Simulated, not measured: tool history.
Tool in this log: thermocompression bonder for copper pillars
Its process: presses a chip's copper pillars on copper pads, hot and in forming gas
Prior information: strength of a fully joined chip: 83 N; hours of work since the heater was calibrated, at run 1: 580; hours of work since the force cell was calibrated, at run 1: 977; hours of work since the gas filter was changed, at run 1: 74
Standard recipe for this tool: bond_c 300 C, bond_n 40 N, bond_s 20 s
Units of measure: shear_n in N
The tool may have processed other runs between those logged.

run,hour,bond_c,bond_n,bond_s,hours of work since the heater was calibrated,hours of work since the force cell was calibrated,hours of work since the gas filter was changed,shear_n
1,0,300,40,20,580,977,74,35.2
2,32.6,300,40,29,596,993,90,40.4
3,57.8,300,40,20,608,1005,102,35.2
4,98.4,300,40,20,627,1024,121,35.1
5,120.1,300,40,20,638,1034,131,35.1
# hour 153.9: forming gas filter changed
6,153.9,300,40,20,654,1050,0,35.2
7,177.8,300,40,20,665,1062,11,35.3
8,226.4,300,40,20,688,1085,35,35.2
9,275.4,300,40,20,712,1108,58,35.4
10,302.7,300,40,20,725,1121,71,35.3
11,338.5,300,40,20,742,1138,88,35.6
12,360.8,300,40,20,752,1149,99,35.3
13,395.3,299,29,14,769,1165,115,20.9
14,428.3,315,50,22,785,1181,131,52
# hour 462.8: forming gas filter changed
15,469.5,315,50,22,804,1201,3,52.2
# hour 495.3: heater calibrated with a thermocouple chip
16,505.6,315,50,22,5,1217,20,52.3
17,531.4,323,52,48,17,1229,32,67.9
# hour 537.1: force cell calibrated
18,557.9,296,26,25,29,10,44,22.6
19,598.2,296,26,25,48,29,63,22.5
20,636,289,40,21,66,47,81,31.2
21,662.5,299,39,20,79,60,94,33.8
22,688.9,299,39,20,92,72,106,33.9

Below are 5 alternative next runs, each starting from the tool's condition after run 22. Predict each:
A,739,299,39,49,116,96,130,?
B,739,286,27,28,116,96,130,?
C,739,279,33,20,116,96,130,?
D,739,299,39,20,116,96,130,?
E,739,284,28,20,116,96,130,?

run,shear_n
A,46.3
B,21.5
C,21.8
D,33.8
E,18.9
Had the tool no hidden state, the same runs would have come out as:
run,shear_n
A,46.3
B,21.5
C,21.8
D,33.8
E,18.9

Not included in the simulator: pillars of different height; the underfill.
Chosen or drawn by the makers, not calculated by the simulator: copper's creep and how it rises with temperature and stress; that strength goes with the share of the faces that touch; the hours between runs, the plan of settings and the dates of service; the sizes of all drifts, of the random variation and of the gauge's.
